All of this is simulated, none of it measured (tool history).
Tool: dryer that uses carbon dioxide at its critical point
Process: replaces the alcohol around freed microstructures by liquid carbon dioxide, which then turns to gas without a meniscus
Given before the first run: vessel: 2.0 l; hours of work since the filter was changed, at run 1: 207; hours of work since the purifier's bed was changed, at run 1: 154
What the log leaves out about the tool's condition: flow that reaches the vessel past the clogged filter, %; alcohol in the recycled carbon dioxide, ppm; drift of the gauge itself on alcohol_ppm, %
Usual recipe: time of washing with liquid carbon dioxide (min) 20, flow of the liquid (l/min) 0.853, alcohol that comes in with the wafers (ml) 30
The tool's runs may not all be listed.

run    day  time of washing with liquid carbon dioxide (min)  flow of the liquid (l/min)  alcohol that comes in with the wafers (ml)  hours of work since the filter was changed  hours of work since the purifier's bed was changed  alcohol left in the vessel before it's heated (ppm by volume)
  1      0                                                20                       0.853                                          30                                         207                                                 154                                                             72
  2  0.417                                                20                       0.853                                          30                                         210                                                 157                                                             83
  3  0.804                                                20                       0.853                                          30                                         213                                                 160                                                             74
  4  1.138                                                20                       0.853                                          30                                         216                                                 163                                                             83
  5  1.454                                                20                       0.853                                          30                                         219                                                 166                                                             74
  6  1.729                                                20                       0.853                                          30                                         221                                                 168                                                             81
  7  2.012                                                20                       0.853                                         103                                         223                                                 170                                                            130
  8   2.35                                                20                       0.853                                         103                                         226                                                 173                                                            145
  9  2.746                                                20                       0.853                                          30                                         230                                                 176                                                             93
 10  3.138                                                20                       0.772                                          30                                         233                                                 179                                                            102
 11  3.354                                                20                       1.089                                         114                                         235                                                 181                                                             82
 12  3.708                                                20                       1.089                                         114                                         238                                                 184                                                             83
 13  4.071                                                18                       0.763                                          31                                         241                                                 187                                                            149
 14  4.417                                                21                       0.763                                          31                                         243                                                 190                                                             95
 15    4.7                                                28                       0.853                                          44                                         246                                                 192                                                             72
 16  4.983                                                14                       0.853                                          41                                         248                                                 195                                                            301
 17    5.2                                                22                       0.853                                          25                                         250                                                 197                                                             79
 18  5.542                                                29                       0.853                                          31                                         253                                                 199                                                             65
 19  5.983                                                29                       0.853                                          31                                         256                                                 203                                                             70
 20  6.296                                                29                       0.853                                          34                                         259                                                 206                                                             70

What would each run have given without the hidden state, its run-to-run variation left as it was?
run  alcohol left in the vessel before it's heated (ppm by volume)
  1                                                             13
  2                                                             24
  3                                                             12
  4                                                             19
  5                                                             10
  6                                                             18
  7                                                             44
  8                                                             51
  9                                                             26
 10                                                             23
 11                                                             14
 12                                                             15
 13                                                             57
 14                                                             16
 15                                                              8
 16                                                            152
 17                                                             10
 18                                                              2
 19                                                              4
 20                                                              2
